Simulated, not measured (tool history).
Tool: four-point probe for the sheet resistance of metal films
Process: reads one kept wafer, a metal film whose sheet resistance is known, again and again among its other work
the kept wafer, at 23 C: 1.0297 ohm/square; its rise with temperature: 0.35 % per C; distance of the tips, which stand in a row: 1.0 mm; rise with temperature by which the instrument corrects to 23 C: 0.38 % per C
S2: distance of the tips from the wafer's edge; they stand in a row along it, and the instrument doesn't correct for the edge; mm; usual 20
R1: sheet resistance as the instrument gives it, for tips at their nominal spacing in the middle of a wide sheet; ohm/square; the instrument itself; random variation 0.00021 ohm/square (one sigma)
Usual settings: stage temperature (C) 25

Run 1, day 0: usual settings. Result: R1 1.024379 ohm/square.
Run 2, day 3.625: usual settings. Result: R1 1.024836 ohm/square.
Run 3, day 6.312: usual settings. Result: R1 1.024126 ohm/square.
Run 4, day 11.692: usual settings. Result: R1 1.023966 ohm/square.
Run 5, day 14.85: usual settings but S2 65 mm. Result: R1 1.022245 ohm/square.
Run 6, day 19.508: usual settings but stage temperature (C) 27. Result: R1 1.022948 ohm/square.
At day 19.912: stage's thermometer calibrated.
Run 7, day 23.958: usual settings. Result: R1 1.02352 ohm/square.
Run 8, day 28.075: usual settings. Result: R1 1.023104 ohm/square.
Run 9, day 33.125: usual settings. Result: R1 1.02341 ohm/square.
Run 10, day 36.567: usual settings but S2 6 mm. Result: R1 1.036175 ohm/square.
At day 38.554: stage's thermometer calibrated, once more.
Run 11, day 42.379: usual settings but S2 6 mm. Result: R1 1.035061 ohm/square.
Run 12, day 47.521: usual settings but S2 6 mm. Result: R1 1.034943 ohm/square.
Run 13, day 50.017: usual settings but stage temperature (C) 32, S2 16 mm. Result: R1 1.01993 ohm/square.
Run 14, day 54.204: usual settings but stage temperature (C) 23, S2 8 mm. Result: R1 1.028665 ohm/square.
Run 15, day 59.854: usual settings but S2 8 mm. Result: R1 1.028205 ohm/square.
Run 16, day 62.708: usual settings but stage temperature (C) 23, S2 15 mm. Result: R1 1.022043 ohm/square.
Run 17, day 66.442: usual settings but stage temperature (C) 21. Result: R1 1.021902 ohm/square.
Run 18, day 70.708: usual settings but stage temperature (C) 21. Result: R1 1.021532 ohm/square.
Run 19, day 73.733: usual settings but stage temperature (C) 21. Result: R1 1.021234 ohm/square.
Run 20, day 79.329: usual settings but stage temperature (C) 21. Result: R1 1.021354 ohm/square.

Forecast each of these 4 alternatives for the next run:
Run A, day 84.508: usual settings but stage temperature (C) 21, S2 13 mm. Result: R1 ?.
Run B, day 84.508: usual settings but stage temperature (C) 19, S2 48 mm. Result: R1 ?.
Run C, day 84.508: usual settings but S2 4 mm. Result: R1 ?.
Run D, day 84.508: usual settings but stage temperature (C) 30, S2 25 mm. Result: R1 ?.

run        R1
  A   1.02301
  B   1.02078
  C  1.051807
  D  1.017358
Without the tool's hidden state the same runs would have given:
run        R1
  A  1.033775
  B  1.031519
  C  1.062858
  D  1.028087

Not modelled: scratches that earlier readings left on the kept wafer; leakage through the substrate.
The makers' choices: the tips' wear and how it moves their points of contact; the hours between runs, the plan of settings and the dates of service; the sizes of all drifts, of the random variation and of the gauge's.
